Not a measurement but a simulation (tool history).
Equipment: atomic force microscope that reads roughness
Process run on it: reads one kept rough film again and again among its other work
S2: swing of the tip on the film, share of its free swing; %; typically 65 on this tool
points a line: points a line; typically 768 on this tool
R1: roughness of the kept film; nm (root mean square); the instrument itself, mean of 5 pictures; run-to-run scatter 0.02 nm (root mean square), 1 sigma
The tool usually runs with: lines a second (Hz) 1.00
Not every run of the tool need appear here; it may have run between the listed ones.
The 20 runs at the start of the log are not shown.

run 21 hour=464.1 | lines_a_second_(Hz)=1.00 S2=65 points_a_line=281 | R1=3.671
-- hour=472.8 height scale calibrated on a step standard, once more
run 22 hour=481.7 | lines_a_second_(Hz)=1.00 S2=65 points_a_line=281 | R1=3.603
run 23 hour=507.2 | lines_a_second_(Hz)=3.65 S2=56 points_a_line=369 | R1=3.422
run 24 hour=540.5 | lines_a_second_(Hz)=2.33 S2=77 points_a_line=289 | R1=3.041
run 25 hour=561.1 | lines_a_second_(Hz)=1.00 S2=63 points_a_line=682 | R1=3.345
-- hour=573.2 new tip fitted
run 26 hour=579.9 | lines_a_second_(Hz)=1.00 S2=63 points_a_line=682 | R1=4.866
run 27 hour=596.0 | lines_a_second_(Hz)=3.29 S2=63 points_a_line=782 | R1=4.502
run 28 hour=612.5 | lines_a_second_(Hz)=0.56 S2=69 points_a_line=293 | R1=4.632
run 29 hour=646.3 | lines_a_second_(Hz)=1.55 S2=56 points_a_line=768 | R1=4.381
run 30 hour=677.5 | lines_a_second_(Hz)=1.55 S2=56 points_a_line=768 | R1=4.264
run 31 hour=692.2 | lines_a_second_(Hz)=0.73 S2=65 points_a_line=310 | R1=4.191
run 32 hour=719.6 | lines_a_second_(Hz)=1.00 S2=59 points_a_line=768 | R1=4.057
run 33 hour=735.4 | lines_a_second_(Hz)=1.00 S2=59 points_a_line=768 | R1=3.972
run 34 hour=753.6 | lines_a_second_(Hz)=1.00 S2=59 points_a_line=768 | R1=3.852
run 35 hour=775.0 | lines_a_second_(Hz)=1.21 S2=57 points_a_line=332 | R1=3.811
run 36 hour=802.7 | lines_a_second_(Hz)=0.58 S2=56 points_a_line=768 | R1=3.733
run 37 hour=819.3 | lines_a_second_(Hz)=0.58 S2=56 points_a_line=768 | R1=3.664

Predict each of these 5 candidate next runs independently; none follows another, all start after run 37:
run A hour=853.9 | lines_a_second_(Hz)=3.23 S2=56 points_a_line=713 | R1=?
run B hour=853.9 | lines_a_second_(Hz)=0.72 S2=63 points_a_line=768 | R1=?
run C hour=853.9 | lines_a_second_(Hz)=1.16 S2=65 points_a_line=605 | R1=?
run D hour=853.9 | lines_a_second_(Hz)=1.00 S2=58 points_a_line=768 | R1=?
run E hour=853.9 | lines_a_second_(Hz)=0.58 S2=56 points_a_line=285 | R1=?

run=A R1=3.368
run=B R1=3.495
run=C R1=3.443
run=D R1=3.496
run=E R1=3.498
Had the tool no hidden state, the same runs would have come out as:
run=A R1=4.797
run=B R1=4.977
run=C R1=4.903
run=D R1=4.979
run=E R1=4.983

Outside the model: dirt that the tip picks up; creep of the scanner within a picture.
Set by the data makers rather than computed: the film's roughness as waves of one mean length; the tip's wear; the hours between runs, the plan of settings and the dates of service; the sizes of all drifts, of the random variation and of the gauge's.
